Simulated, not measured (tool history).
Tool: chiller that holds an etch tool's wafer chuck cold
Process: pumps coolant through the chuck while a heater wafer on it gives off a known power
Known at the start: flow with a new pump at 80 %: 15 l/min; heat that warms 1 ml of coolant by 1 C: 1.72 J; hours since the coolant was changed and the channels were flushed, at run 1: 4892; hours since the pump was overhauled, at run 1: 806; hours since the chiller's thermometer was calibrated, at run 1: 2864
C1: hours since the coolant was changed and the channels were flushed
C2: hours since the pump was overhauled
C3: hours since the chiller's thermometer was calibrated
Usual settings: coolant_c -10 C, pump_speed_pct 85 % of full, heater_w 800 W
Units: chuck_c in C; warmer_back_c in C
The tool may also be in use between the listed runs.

run 1 hour=0 | coolant_c=-10 pump_speed_pct=85 heater_w=800 | C1=4892 C2=806 C3=2864 | chuck_c=-4.8 warmer_back_c=1.8
run 2 hour=66.7 | coolant_c=-10 pump_speed_pct=85 heater_w=800 | C1=4959 C2=872 C3=2931 | chuck_c=-4.9 warmer_back_c=1.77
run 3 hour=125.5 | coolant_c=-10 pump_speed_pct=80 heater_w=800 | C1=5018 C2=931 C3=2990 | chuck_c=-4.3 warmer_back_c=1.86
run 4 hour=197.9 | coolant_c=-9 pump_speed_pct=85 heater_w=800 | C1=5090 C2=1004 C3=3062 | chuck_c=-3.6 warmer_back_c=1.71
run 5 hour=276.9 | coolant_c=-9 pump_speed_pct=85 heater_w=800 | C1=5169 C2=1083 C3=3141 | chuck_c=-3.9 warmer_back_c=1.74
run 6 hour=339.4 | coolant_c=-10 pump_speed_pct=85 heater_w=800 | C1=5232 C2=1145 C3=3204 | chuck_c=-4.7 warmer_back_c=1.75
run 7 hour=377.4 | coolant_c=-10 pump_speed_pct=85 heater_w=800 | C1=5270 C2=1183 C3=3242 | chuck_c=-4.5 warmer_back_c=1.76
run 8 hour=415 | coolant_c=-10 pump_speed_pct=85 heater_w=800 | C1=5307 C2=1221 C3=3279 | chuck_c=-4.8 warmer_back_c=1.75
run 9 hour=458 | coolant_c=-10 pump_speed_pct=85 heater_w=800 | C1=5350 C2=1264 C3=3322 | chuck_c=-4.5 warmer_back_c=1.77
run 10 hour=511.4 | coolant_c=-10 pump_speed_pct=85 heater_w=800 | C1=5404 C2=1317 C3=3376 | chuck_c=-4.6 warmer_back_c=1.73
run 11 hour=553.8 | coolant_c=-1 pump_speed_pct=85 heater_w=800 | C1=5446 C2=1359 C3=3418 | chuck_c=4.3 warmer_back_c=1.77
run 12 hour=596.7 | coolant_c=-10 pump_speed_pct=85 heater_w=800 | C1=5489 C2=1402 C3=3461 | chuck_c=-4.7 warmer_back_c=1.79
run 13 hour=680.7 | coolant_c=-10 pump_speed_pct=85 heater_w=800 | C1=5573 C2=1486 C3=3545 | chuck_c=-4.6 warmer_back_c=1.74
run 14 hour=721.4 | coolant_c=-1 pump_speed_pct=85 heater_w=800 | C1=5614 C2=1527 C3=3586 | chuck_c=4.5 warmer_back_c=1.73
run 15 hour=798.7 | coolant_c=-1 pump_speed_pct=85 heater_w=800 | C1=5691 C2=1604 C3=3663 | chuck_c=4.2 warmer_back_c=1.73
run 16 hour=875.3 | coolant_c=-1 pump_speed_pct=85 heater_w=800 | C1=5768 C2=1681 C3=3740 | chuck_c=4.4 warmer_back_c=1.77
run 17 hour=942.7 | coolant_c=-1 pump_speed_pct=74 heater_w=481 | C1=5835 C2=1748 C3=3807 | chuck_c=2.4 warmer_back_c=1.21
run 18 hour=990.5 | coolant_c=-1 pump_speed_pct=74 heater_w=481 | C1=5883 C2=1796 C3=3855 | chuck_c=2.6 warmer_back_c=1.22
run 19 hour=1055.8 | coolant_c=-7 pump_speed_pct=74 heater_w=465 | C1=5948 C2=1861 C3=3920 | chuck_c=-3.6 warmer_back_c=1.19
run 20 hour=1142.8 | coolant_c=-14 pump_speed_pct=65 heater_w=1071 | C1=6035 C2=1948 C3=4007 | chuck_c=-5.7 warmer_back_c=3.12
run 21 hour=1192.1 | coolant_c=-14 pump_speed_pct=65 heater_w=1071 | C1=6084 C2=1998 C3=4057 | chuck_c=-5.4 warmer_back_c=3.15
run 22 hour=1239.9 | coolant_c=-10 pump_speed_pct=85 heater_w=668 | C1=6132 C2=2046 C3=4104 | chuck_c=-5.6 warmer_back_c=1.51
run 23 hour=1319.2 | coolant_c=-10 pump_speed_pct=85 heater_w=668 | C1=6211 C2=2125 C3=4184 | chuck_c=-5.5 warmer_back_c=1.38
run 24 hour=1363.7 | coolant_c=-1 pump_speed_pct=98 heater_w=668 | C1=6256 C2=2169 C3=4228 | chuck_c=3.2 warmer_back_c=1.27
run 25 hour=1444.9 | coolant_c=-2 pump_speed_pct=98 heater_w=668 | C1=6337 C2=2251 C3=4309 | chuck_c=2.1 warmer_back_c=1.26
run 26 hour=1515.7 | coolant_c=-10 pump_speed_pct=70 heater_w=960 | C1=6408 C2=2321 C3=4380 | chuck_c=-2.7 warmer_back_c=2.6
run 27 hour=1566.3 | coolant_c=-10 pump_speed_pct=93 heater_w=800 | C1=6459 C2=2372 C3=4431 | chuck_c=-5 warmer_back_c=1.56
run 28 hour=1627.7 | coolant_c=-10 pump_speed_pct=93 heater_w=800 | C1=6520 C2=2433 C3=4492 | chuck_c=-4.9 warmer_back_c=1.6
run 29 hour=1667.9 | coolant_c=-10 pump_speed_pct=93 heater_w=800 | C1=6560 C2=2474 C3=4532 | chuck_c=-4.8 warmer_back_c=1.62
run 30 hour=1755.7 | coolant_c=-2 pump_speed_pct=61 heater_w=493 | C1=6648 C2=2561 C3=4620 | chuck_c=1.9 warmer_back_c=1.54
run 31 hour=1833.8 | coolant_c=-3 pump_speed_pct=87 heater_w=800 | C1=6726 C2=2639 C3=4698 | chuck_c=2.3 warmer_back_c=1.72

3 ways to go on from here, each from the tool as it stands after run 31. What would each give?
run A hour=1882.1 | coolant_c=-4 pump_speed_pct=85 heater_w=1192 | C1=6774 C2=2688 C3=4747 | chuck_c=? warmer_back_c=?
run B hour=1882.1 | coolant_c=-10 pump_speed_pct=87 heater_w=536 | C1=6774 C2=2688 C3=4747 | chuck_c=? warmer_back_c=?
run C hour=1882.1 | coolant_c=-3 pump_speed_pct=85 heater_w=981 | C1=6774 C2=2688 C3=4747 | chuck_c=? warmer_back_c=?

run=A chuck_c=3.8 warmer_back_c=2.58
run=B chuck_c=-6.5 warmer_back_c=1.15
run=C chuck_c=3.3 warmer_back_c=2.16
Without the tool's hidden state the same runs would have given:
run=A chuck_c=3.8 warmer_back_c=2.57
run=B chuck_c=-6.5 warmer_back_c=1.15
run=C chuck_c=3.3 warmer_back_c=2.15
